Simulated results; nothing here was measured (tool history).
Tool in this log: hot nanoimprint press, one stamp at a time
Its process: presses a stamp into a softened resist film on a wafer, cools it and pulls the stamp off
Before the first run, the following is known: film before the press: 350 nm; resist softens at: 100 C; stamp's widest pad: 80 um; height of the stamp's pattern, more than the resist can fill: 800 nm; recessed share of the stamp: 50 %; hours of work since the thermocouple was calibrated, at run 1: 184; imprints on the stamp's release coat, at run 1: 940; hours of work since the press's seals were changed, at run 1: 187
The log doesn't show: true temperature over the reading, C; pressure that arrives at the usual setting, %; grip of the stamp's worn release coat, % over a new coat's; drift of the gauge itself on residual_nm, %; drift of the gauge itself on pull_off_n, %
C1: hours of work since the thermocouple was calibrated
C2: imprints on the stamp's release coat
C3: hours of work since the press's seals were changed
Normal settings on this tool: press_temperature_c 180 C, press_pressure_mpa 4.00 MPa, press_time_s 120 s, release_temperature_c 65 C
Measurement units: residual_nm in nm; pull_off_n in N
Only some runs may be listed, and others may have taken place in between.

{"run": 1, "hour": 0.0, "press_temperature_c": 180, "press_pressure_mpa": 4.0, "press_time_s": 120, "release_temperature_c": 65, "C1": 184, "C2": 940, "C3": 187, "residual_nm": 191.2, "pull_off_n": 190}
{"hour": 8.2, "done": "stamp cleaned and given a new release coat"}
{"run": 2, "hour": 12.8, "press_temperature_c": 180, "press_pressure_mpa": 4.0, "press_time_s": 120, "release_temperature_c": 65, "C1": 187, "C2": 15, "C3": 190, "residual_nm": 189.1, "pull_off_n": 184}
{"run": 3, "hour": 21.5, "press_temperature_c": 180, "press_pressure_mpa": 4.0, "press_time_s": 102, "release_temperature_c": 65, "C1": 191, "C2": 44, "C3": 194, "residual_nm": 199.3, "pull_off_n": 189}
{"run": 4, "hour": 28.9, "press_temperature_c": 180, "press_pressure_mpa": 4.0, "press_time_s": 102, "release_temperature_c": 65, "C1": 195, "C2": 69, "C3": 197, "residual_nm": 201.2, "pull_off_n": 188}
{"run": 5, "hour": 39.1, "press_temperature_c": 189, "press_pressure_mpa": 4.0, "press_time_s": 120, "release_temperature_c": 65, "C1": 199, "C2": 102, "C3": 202, "residual_nm": 139.5, "pull_off_n": 190}
{"run": 6, "hour": 50.8, "press_temperature_c": 189, "press_pressure_mpa": 4.0, "press_time_s": 120, "release_temperature_c": 65, "C1": 205, "C2": 141, "C3": 207, "residual_nm": 138.7, "pull_off_n": 192}
{"run": 7, "hour": 58.6, "press_temperature_c": 180, "press_pressure_mpa": 4.0, "press_time_s": 120, "release_temperature_c": 61, "C1": 208, "C2": 167, "C3": 211, "residual_nm": 190.9, "pull_off_n": 200}
{"run": 8, "hour": 70.8, "press_temperature_c": 180, "press_pressure_mpa": 4.0, "press_time_s": 120, "release_temperature_c": 61, "C1": 214, "C2": 208, "C3": 216, "residual_nm": 189.6, "pull_off_n": 193}
{"run": 9, "hour": 81.4, "press_temperature_c": 180, "press_pressure_mpa": 4.0, "press_time_s": 120, "release_temperature_c": 61, "C1": 219, "C2": 243, "C3": 221, "residual_nm": 188.9, "pull_off_n": 195}
{"run": 10, "hour": 88.0, "press_temperature_c": 180, "press_pressure_mpa": 4.0, "press_time_s": 120, "release_temperature_c": 65, "C1": 222, "C2": 265, "C3": 224, "residual_nm": 190.3, "pull_off_n": 190}
{"run": 11, "hour": 96.6, "press_temperature_c": 180, "press_pressure_mpa": 4.0, "press_time_s": 120, "release_temperature_c": 65, "C1": 226, "C2": 293, "C3": 228, "residual_nm": 188.9, "pull_off_n": 182}
{"run": 12, "hour": 103.5, "press_temperature_c": 180, "press_pressure_mpa": 4.0, "press_time_s": 120, "release_temperature_c": 65, "C1": 229, "C2": 316, "C3": 231, "residual_nm": 189.9, "pull_off_n": 191}
{"run": 13, "hour": 115.5, "press_temperature_c": 180, "press_pressure_mpa": 4.0, "press_time_s": 120, "release_temperature_c": 65, "C1": 234, "C2": 356, "C3": 237, "residual_nm": 189.3, "pull_off_n": 186}
{"run": 14, "hour": 126.1, "press_temperature_c": 180, "press_pressure_mpa": 4.0, "press_time_s": 120, "release_temperature_c": 65, "C1": 239, "C2": 392, "C3": 242, "residual_nm": 191.1, "pull_off_n": 193}
{"run": 15, "hour": 136.7, "press_temperature_c": 180, "press_pressure_mpa": 4.0, "press_time_s": 120, "release_temperature_c": 65, "C1": 244, "C2": 427, "C3": 246, "residual_nm": 191.2, "pull_off_n": 197}
{"run": 16, "hour": 146.6, "press_temperature_c": 175, "press_pressure_mpa": 4.0, "press_time_s": 153, "release_temperature_c": 65, "C1": 248, "C2": 460, "C3": 251, "residual_nm": 208.9, "pull_off_n": 190}
{"run": 17, "hour": 152.3, "press_temperature_c": 174, "press_pressure_mpa": 4.0, "press_time_s": 120, "release_temperature_c": 65, "C1": 251, "C2": 479, "C3": 254, "residual_nm": 230.0, "pull_off_n": 197}
{"run": 18, "hour": 165.8, "press_temperature_c": 177, "press_pressure_mpa": 4.0, "press_time_s": 137, "release_temperature_c": 68, "C1": 257, "C2": 523, "C3": 260, "residual_nm": 203.4, "pull_off_n": 188}
{"run": 19, "hour": 175.1, "press_temperature_c": 177, "press_pressure_mpa": 4.0, "press_time_s": 137, "release_temperature_c": 68, "C1": 261, "C2": 554, "C3": 264, "residual_nm": 202.6, "pull_off_n": 190}
{"run": 20, "hour": 185.0, "press_temperature_c": 177, "press_pressure_mpa": 4.0, "press_time_s": 137, "release_temperature_c": 68, "C1": 266, "C2": 587, "C3": 268, "residual_nm": 202.4, "pull_off_n": 185}
{"run": 21, "hour": 197.4, "press_temperature_c": 180, "press_pressure_mpa": 5.0, "press_time_s": 120, "release_temperature_c": 71, "C1": 272, "C2": 629, "C3": 274, "residual_nm": 171.3, "pull_off_n": 181}
{"run": 22, "hour": 206.0, "press_temperature_c": 180, "press_pressure_mpa": 4.0, "press_time_s": 120, "release_temperature_c": 59, "C1": 275, "C2": 657, "C3": 278, "residual_nm": 188.2, "pull_off_n": 195}
{"run": 23, "hour": 217.0, "press_temperature_c": 182, "press_pressure_mpa": 4.0, "press_time_s": 120, "release_temperature_c": 62, "C1": 280, "C2": 694, "C3": 283, "residual_nm": 177.2, "pull_off_n": 188}
{"hour": 222.0, "done": "plate thermocouple calibrated"}
{"run": 24, "hour": 227.4, "press_temperature_c": 180, "press_pressure_mpa": 4.0, "press_time_s": 120, "release_temperature_c": 66, "C1": 2, "C2": 718, "C3": 286, "residual_nm": 189.4, "pull_off_n": 194}
{"run": 25, "hour": 240.5, "press_temperature_c": 191, "press_pressure_mpa": 2.73, "press_time_s": 211, "release_temperature_c": 53, "C1": 8, "C2": 762, "C3": 292, "residual_nm": 130.5, "pull_off_n": 212}
{"run": 26, "hour": 252.3, "press_temperature_c": 191, "press_pressure_mpa": 2.73, "press_time_s": 108, "release_temperature_c": 68, "C1": 14, "C2": 801, "C3": 298, "residual_nm": 166.5, "pull_off_n": 187}
{"run": 27, "hour": 260.0, "press_temperature_c": 170, "press_pressure_mpa": 2.72, "press_time_s": 82, "release_temperature_c": 59, "C1": 17, "C2": 827, "C3": 301, "residual_nm": 304.6, "pull_off_n": 207}
{"run": 28, "hour": 266.9, "press_temperature_c": 191, "press_pressure_mpa": 4.0, "press_time_s": 61, "release_temperature_c": 55, "C1": 21, "C2": 849, "C3": 304, "residual_nm": 166.0, "pull_off_n": 193}

Branching from run 28: 5 alternative next runs. What would each branch give?
{"run": "A", "hour": 273.8, "press_temperature_c": 191, "press_pressure_mpa": 4.0, "press_time_s": 62, "release_temperature_c": 63, "C1": 24, "C2": 872, "C3": 308, "residual_nm": "?", "pull_off_n": "?"}
{"run": "B", "hour": 273.8, "press_temperature_c": 176, "press_pressure_mpa": 2.4, "press_time_s": 61, "release_temperature_c": 53, "C1": 24, "C2": 872, "C3": 308, "residual_nm": "?", "pull_off_n": "?"}
{"run": "C", "hour": 273.8, "press_temperature_c": 191, "press_pressure_mpa": 5.72, "press_time_s": 81, "release_temperature_c": 55, "C1": 24, "C2": 872, "C3": 308, "residual_nm": "?", "pull_off_n": "?"}
{"run": "D", "hour": 273.8, "press_temperature_c": 182, "press_pressure_mpa": 4.0, "press_time_s": 120, "release_temperature_c": 65, "C1": 24, "C2": 872, "C3": 308, "residual_nm": "?", "pull_off_n": "?"}
{"run": "E", "hour": 273.8, "press_temperature_c": 180, "press_pressure_mpa": 4.0, "press_time_s": 62, "release_temperature_c": 65, "C1": 24, "C2": 872, "C3": 308, "residual_nm": "?", "pull_off_n": "?"}

run=A residual_nm=163.7 pull_off_n=197
run=B residual_nm=295.6 pull_off_n=206
run=C residual_nm=124.8 pull_off_n=201
run=D residual_nm=178.6 pull_off_n=200
run=E residual_nm=229.3 pull_off_n=195
With no hidden state in the tool, these same runs would have given:
run=A residual_nm=163.7 pull_off_n=196
run=B residual_nm=295.6 pull_off_n=205
run=C residual_nm=124.8 pull_off_n=199
run=D residual_nm=178.6 pull_off_n=198
run=E residual_nm=229.3 pull_off_n=194
